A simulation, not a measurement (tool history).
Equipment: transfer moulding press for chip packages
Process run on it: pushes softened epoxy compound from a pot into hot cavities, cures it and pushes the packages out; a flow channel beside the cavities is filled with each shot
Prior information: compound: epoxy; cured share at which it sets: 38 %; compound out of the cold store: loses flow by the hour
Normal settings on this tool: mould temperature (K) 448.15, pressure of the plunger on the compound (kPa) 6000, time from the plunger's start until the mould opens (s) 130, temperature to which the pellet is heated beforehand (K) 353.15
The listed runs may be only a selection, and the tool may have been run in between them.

| run | hour | mould temperature (K) | pressure of the plunger on the compound (kPa) | time from the plunger's start until the mould opens (s) | temperature to which the pellet is heated beforehand (K) | incoming compound's hours out of the cold store | length that the compound runs in the flow channel (mm) | greatest force on the pins that push the packages out (N) |
|---|---|---|---|---|---|---|---|---|
| 1 | 0.0 | 448.15 | 6000 | 130 | 353.15 | 29.8 | 912 | 484 |
| 2 | 40.9 | 448.15 | 6000 | 130 | 353.15 | 28.9 | 909 | 549 |
|  | 48.9 | cavities cleaned with cleaning compound and waxed |
| 3 | 74.2 | 448.15 | 6000 | 130 | 353.15 | 30.7 | 897 | 518 |
| 4 | 97.8 | 448.15 | 6000 | 130 | 353.15 | 35.7 | 878 | 568 |
|  | 104.9 | plunger's sealing rings changed |
|  | 110.9 | cavities cleaned with cleaning compound and waxed |
| 5 | 128.2 | 448.15 | 6000 | 130 | 354.15 | 35.3 | 917 | 456 |
|  | 172.2 | cavities cleaned with cleaning compound and waxed |
| 6 | 175.5 | 448.15 | 6000 | 130 | 353.15 | 25.9 | 933 | 433 |
| 7 | 220.6 | 448.15 | 6000 | 130 | 353.15 | 17.1 | 960 | 561 |
|  | 233.2 | cavities cleaned with cleaning compound and waxed |
| 8 | 265.4 | 448.15 | 6000 | 130 | 353.15 | 13.1 | 965 | 536 |
|  | 294.2 | cavities cleaned with cleaning compound and waxed |
| 9 | 320.5 | 448.15 | 6000 | 130 | 360.15 | 17.4 | 940 | 493 |
|  | 353.3 | cavities cleaned with cleaning compound and waxed |
| 10 | 362.5 | 448.15 | 6000 | 130 | 353.15 | 22.7 | 923 | 471 |
| 11 | 387.1 | 448.15 | 6000 | 130 | 353.15 | 38.9 | 880 | 532 |
|  | 396.9 | plunger's sealing rings changed |
|  | 415.2 | cavities cleaned with cleaning compound and waxed |
| 12 | 435.9 | 448.15 | 6000 | 130 | 353.15 | 27.3 | 932 | 494 |
|  | 442.2 | mould's thermocouples calibrated |
| 13 | 472.5 | 448.15 | 6000 | 130 | 353.15 | 38.8 | 902 | 594 |
|  | 476.4 | cavities cleaned with cleaning compound and waxed |
| 14 | 498.6 | 448.15 | 6000 | 130 | 358.15 | 14.9 | 972 | 510 |
|  | 535.6 | cavities cleaned with cleaning compound and waxed |
| 15 | 545.9 | 447.15 | 6000 | 133 | 353.15 | 22.3 | 945 | 467 |
|  | 570.8 | mould's thermocouples calibrated, once more |
| 16 | 579.7 | 447.15 | 6000 | 133 | 353.15 | 9.4 | 972 | 565 |
|  | 599.9 | cavities cleaned with cleaning compound and waxed |
| 17 | 604.7 | 448.15 | 6000 | 123 | 358.15 | 47.7 | 851 | 447 |
| 18 | 634.3 | 441.15 | 6000 | 130 | 353.15 | 26.1 | 946 | 764 |
|  | 662.8 | cavities cleaned with cleaning compound and waxed |
| 19 | 669.0 | 441.15 | 6000 | 130 | 353.15 | 42.3 | 895 | 628 |
|  | 692.9 | plunger's sealing rings changed |
| 20 | 717.6 | 444.15 | 5280 | 158 | 353.15 | 8.2 | 954 | 543 |
|  | 728.8 | cavities cleaned with cleaning compound and waxed |
| 21 | 768.4 | 451.15 | 5070 | 132 | 353.15 | 9.6 | 897 | 495 |
|  | 789.8 | cavities cleaned with cleaning compound and waxed |
| 22 | 796.0 | 451.15 | 4550 | 128 | 353.15 | 14.7 | 833 | 402 |
| 23 | 825.9 | 444.15 | 5530 | 152 | 359.15 | 34.6 | 884 | 522 |
|  | 851.1 | cavities cleaned with cleaning compound and waxed |
| 24 | 853.9 | 448.15 | 6000 | 130 | 360.15 | 19.1 | 941 | 420 |

For run 25, what comes out?
| 25 | 893.6 | 448.15 | 6000 | 130 | 360.15 | 10.2 | ? | ? |

Run 25 yielded length that the compound runs in the flow channel (mm) 965, greatest force on the pins that push the packages out (N) 543.
Minus the tool's unlogged condition, the same run would have read length that the compound runs in the flow channel (mm) 994, greatest force on the pins that push the packages out (N) 409.
